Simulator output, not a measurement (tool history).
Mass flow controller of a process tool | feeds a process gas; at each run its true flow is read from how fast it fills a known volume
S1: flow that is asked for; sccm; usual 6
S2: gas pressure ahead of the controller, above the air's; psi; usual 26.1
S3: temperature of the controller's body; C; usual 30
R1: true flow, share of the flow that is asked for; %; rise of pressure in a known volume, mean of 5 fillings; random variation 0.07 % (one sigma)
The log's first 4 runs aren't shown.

Run 5, hour 254.0: usual settings. Result: R1 97.36 %.
Run 6, hour 329.9: usual settings. Result: R1 97.36 %.
Run 7, hour 369.0: usual settings. Result: R1 97.34 %.
Run 8, hour 423.4: usual settings. Result: R1 97.30 %.
Run 9, hour 484.2: usual settings. Result: R1 97.26 %.
Run 10, hour 560.6: usual settings. Result: R1 97.09 %.
Run 11, hour 609.4: usual settings. Result: R1 97.10 %.
Run 12, hour 648.4: usual settings but S1 2 sccm. Result: R1 94.84 %.
Run 13, hour 704.9: usual settings but S1 2 sccm, S2 21.5 psi. Result: R1 94.94 %.
Run 14, hour 760.0: usual settings. Result: R1 97.05 %.
Run 15, hour 808.8: usual settings. Result: R1 97.07 %.
Run 16, hour 853.4: usual settings. Result: R1 96.99 %.
Run 17, hour 892.2: usual settings. Result: R1 96.84 %.
Run 18, hour 965.6: usual settings. Result: R1 96.78 %.
Run 19, hour 1029.6: usual settings. Result: R1 96.86 %.
Run 20, hour 1094.0: usual settings. Result: R1 96.80 %.
Run 21, hour 1164.5: usual settings but S1 16 sccm. Result: R1 98.15 %.
At hour 1170.3: controller's zero set anew.
Run 22, hour 1200.6: usual settings but S1 16 sccm, S3 31 C. Result: R1 98.03 %.

Run 23 comes next. What will it give?
Run 23, hour 1257.7: usual settings but S1 16 sccm, S3 31 C. Result: R1 ?.

R1: 98.09 %
Without the tool's hidden state the same run would have given R1 100.18 %.

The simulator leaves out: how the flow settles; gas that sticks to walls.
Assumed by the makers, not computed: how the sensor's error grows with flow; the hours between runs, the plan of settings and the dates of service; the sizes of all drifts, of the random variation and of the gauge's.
